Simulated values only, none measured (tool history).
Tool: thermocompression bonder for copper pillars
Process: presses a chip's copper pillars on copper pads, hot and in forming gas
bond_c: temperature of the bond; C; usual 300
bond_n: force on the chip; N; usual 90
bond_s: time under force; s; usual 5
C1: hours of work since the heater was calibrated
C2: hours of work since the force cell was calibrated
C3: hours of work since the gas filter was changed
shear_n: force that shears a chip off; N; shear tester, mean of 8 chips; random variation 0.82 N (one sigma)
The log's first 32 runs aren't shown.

{"run": 33, "hour": 610.6, "bond_c": 300, "bond_n": 59, "bond_s": 3, "C1": 951, "C2": 219, "C3": 132, "shear_n": 38.9}
{"run": 34, "hour": 629.2, "bond_c": 291, "bond_n": 59, "bond_s": 3, "C1": 964, "C2": 231, "C3": 145, "shear_n": 35.6}
{"run": 35, "hour": 654.6, "bond_c": 291, "bond_n": 59, "bond_s": 3, "C1": 981, "C2": 248, "C3": 162, "shear_n": 35.5}
{"run": 36, "hour": 673.4, "bond_c": 284, "bond_n": 90, "bond_s": 10, "C1": 993, "C2": 260, "C3": 174, "shear_n": 68.6}
{"run": 37, "hour": 687.8, "bond_c": 284, "bond_n": 90, "bond_s": 10, "C1": 1003, "C2": 270, "C3": 184, "shear_n": 69}
{"run": 38, "hour": 711.3, "bond_c": 317, "bond_n": 90, "bond_s": 10, "C1": 1018, "C2": 286, "C3": 199, "shear_n": 80.2}
{"hour": 724.0, "done": "forming gas filter changed"}
{"run": 39, "hour": 729.4, "bond_c": 300, "bond_n": 64, "bond_s": 10, "C1": 1030, "C2": 297, "C3": 4, "shear_n": 61.9}
{"run": 40, "hour": 754.3, "bond_c": 321, "bond_n": 61, "bond_s": 3, "C1": 1047, "C2": 314, "C3": 20, "shear_n": 48.8}

3 ways to go on from here, each from the tool as it stands after run 40. What would each give?
{"run": "A", "hour": 776.1, "bond_c": 300, "bond_n": 90, "bond_s": 9, "C1": 1061, "C2": 329, "C3": 35, "shear_n": "?"}
{"run": "B", "hour": 776.1, "bond_c": 300, "bond_n": 95, "bond_s": 13, "C1": 1061, "C2": 329, "C3": 35, "shear_n": "?"}
{"run": "C", "hour": 776.1, "bond_c": 321, "bond_n": 61, "bond_s": 12, "C1": 1061, "C2": 329, "C3": 35, "shear_n": "?"}

run=A shear_n=73.6
run=B shear_n=81.1
run=C shear_n=72.2
Without the tool's hidden state the same runs would have given:
run=A shear_n=74
run=B shear_n=81.4
run=C shear_n=72.6
